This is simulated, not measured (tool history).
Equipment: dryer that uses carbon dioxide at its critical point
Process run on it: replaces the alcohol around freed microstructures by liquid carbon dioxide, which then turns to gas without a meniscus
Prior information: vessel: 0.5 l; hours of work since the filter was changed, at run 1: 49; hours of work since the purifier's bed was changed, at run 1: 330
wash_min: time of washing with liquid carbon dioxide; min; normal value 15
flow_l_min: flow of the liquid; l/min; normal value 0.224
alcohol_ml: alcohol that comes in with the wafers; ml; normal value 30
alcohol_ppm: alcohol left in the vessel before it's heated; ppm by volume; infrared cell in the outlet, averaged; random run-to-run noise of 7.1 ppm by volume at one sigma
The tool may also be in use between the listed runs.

run,hour,wash_min,flow_l_min,alcohol_ml,hours of work since the filter was changed,hours of work since the purifier's bed was changed,alcohol_ppm
1,0,15,0.224,30,49,330,469
2,17,15,0.224,30,58,339,482
3,29.8,15,0.224,70,65,346,996
4,42.3,15,0.224,40,72,353,617
5,53.5,15,0.224,40,78,359,600
6,71.1,15,0.224,30,87,368,493
7,84.2,15,0.224,20,94,375,365
8,96.2,15,0.224,30,101,382,490
9,110.2,15,0.224,30,108,389,501
10,127.8,15,0.224,30,117,399,519
11,139.6,15,0.224,30,124,405,526
12,152.1,15,0.224,39,131,412,672

Run 13 has not been measured yet. What should we expect?
13,160.3,18,0.144,22,135,416,?

Logged for run 13: alcohol_ppm 1130 ppm by volume.
Had the tool carried no hidden state, the very same run would have given alcohol_ppm 837 ppm by volume.
